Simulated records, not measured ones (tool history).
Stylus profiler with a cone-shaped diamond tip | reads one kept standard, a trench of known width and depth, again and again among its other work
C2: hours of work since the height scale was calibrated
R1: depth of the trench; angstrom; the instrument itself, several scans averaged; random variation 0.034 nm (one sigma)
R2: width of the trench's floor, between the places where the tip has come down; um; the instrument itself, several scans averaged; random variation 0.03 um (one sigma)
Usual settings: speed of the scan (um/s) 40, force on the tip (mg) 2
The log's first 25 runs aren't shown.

Run 26, hour 926.7: usual settings but speed of the scan (um/s) 15, force on the tip (mg) 1.11; scans with this tip 8958; C2 131. Result: R1 1001.4 angstrom, R2 98.23 um.
At hour 966.1: height scale calibrated on a step standard, once more.
Run 27, hour 982.1: usual settings but speed of the scan (um/s) 15, force on the tip (mg) 1.11; scans with this tip 9405; C2 11. Result: R1 1005.1 angstrom, R2 98.18 um.
Run 28, hour 1012.8: usual settings but speed of the scan (um/s) 15, force on the tip (mg) 1.11; scans with this tip 9655; C2 31. Result: R1 1004.5 angstrom, R2 98.14 um.
Run 29, hour 1050.9: usual settings but speed of the scan (um/s) 15, force on the tip (mg) 3.83; scans with this tip 9966; C2 56. Result: R1 1012.1 angstrom, R2 98.26 um.
Run 30, hour 1082.4: usual settings but force on the tip (mg) 1.48; scans with this tip 10223; C2 77. Result: R1 1005.8 angstrom, R2 98.07 um.
Run 31, hour 1114: usual settings but speed of the scan (um/s) 18, force on the tip (mg) 0.9; scans with this tip 10480; C2 98. Result: R1 1004.3 angstrom, R2 98.13 um.
Run 32, hour 1164.3: usual settings but speed of the scan (um/s) 18, force on the tip (mg) 0.9; scans with this tip 10890; C2 132. Result: R1 1004.6 angstrom, R2 98.11 um.
Run 33, hour 1216.8: usual settings but speed of the scan (um/s) 45, force on the tip (mg) 0.96; scans with this tip 11318; C2 167. Result: R1 1003.9 angstrom, R2 97.94 um.
Run 34, hour 1271.9: usual settings but speed of the scan (um/s) 121, force on the tip (mg) 3.17; scans with this tip 11766; C2 204. Result: R1 1009.9 angstrom, R2 97.72 um.
Run 35, hour 1297: usual settings but speed of the scan (um/s) 121, force on the tip (mg) 3.17; scans with this tip 11971; C2 220. Result: R1 1010 angstrom, R2 97.74 um.
Run 36, hour 1340.9: usual settings but speed of the scan (um/s) 45, force on the tip (mg) 0.74; scans with this tip 12329; C2 249. Result: R1 1003.2 angstrom, R2 97.77 um.
Run 37, hour 1387.6: usual settings but force on the tip (mg) 1.3; scans with this tip 12709; C2 281. Result: R1 1005.3 angstrom, R2 97.92 um.
Run 38, hour 1419: usual settings but force on the tip (mg) 3.21; scans with this tip 12965; C2 301. Result: R1 1009.6 angstrom, R2 98 um.
Run 39, hour 1472: usual settings but speed of the scan (um/s) 119, force on the tip (mg) 4.61; scans with this tip 13397; C2 337. Result: R1 1013 angstrom, R2 97.8 um.
Run 40, hour 1512.8: usual settings but speed of the scan (um/s) 119, force on the tip (mg) 4.61; scans with this tip 13729; C2 364. Result: R1 1012.5 angstrom, R2 97.8 um.
Run 41, hour 1539.6: usual settings but speed of the scan (um/s) 33, force on the tip (mg) 3.16; scans with this tip 13947; C2 382. Result: R1 1009.2 angstrom, R2 98.01 um.
Run 42, hour 1579.2: usual settings but speed of the scan (um/s) 16, force on the tip (mg) 1.85; scans with this tip 14270; C2 408. Result: R1 1005.7 angstrom, R2 98.06 um.
Run 43, hour 1617.3: usual settings but speed of the scan (um/s) 26, force on the tip (mg) 2.19; scans with this tip 14580; C2 433. Result: R1 1007.1 angstrom, R2 97.95 um.
Run 44, hour 1652.5: usual settings but speed of the scan (um/s) 73, force on the tip (mg) 0.96; scans with this tip 14867; C2 457. Result: R1 1003.3 angstrom, R2 97.57 um.
Run 45, hour 1707.5: usual settings but speed of the scan (um/s) 73, force on the tip (mg) 0.96; scans with this tip 15315; C2 494. Result: R1 1003.6 angstrom, R2 97.56 um.

Forecast each of these 4 alternatives for the next run:
Run A, hour 1741.7: usual settings but speed of the scan (um/s) 77, force on the tip (mg) 0.96; scans with this tip 15594; C2 516. Result: R1 ?, R2 ?.
Run B, hour 1741.7: usual settings but speed of the scan (um/s) 97; scans with this tip 15594; C2 516. Result: R1 ?, R2 ?.
Run C, hour 1741.7: usual settings but speed of the scan (um/s) 13, force on the tip (mg) 1.97; scans with this tip 15594; C2 516. Result: R1 ?, R2 ?.
Run D, hour 1741.7: usual settings but speed of the scan (um/s) 16, force on the tip (mg) 1.74; scans with this tip 15594; C2 516. Result: R1 ?, R2 ?.

run      R1     R2
  A  1003.2  97.56
  B  1005.9  97.54
  C    1006  98.06
  D  1004.8  98.04
Without the tool's hidden state the same runs would have given:
run      R1     R2
  A  1004.8  98.05
  B  1007.4  98.03
  C  1007.5  98.54
  D  1006.4  98.53
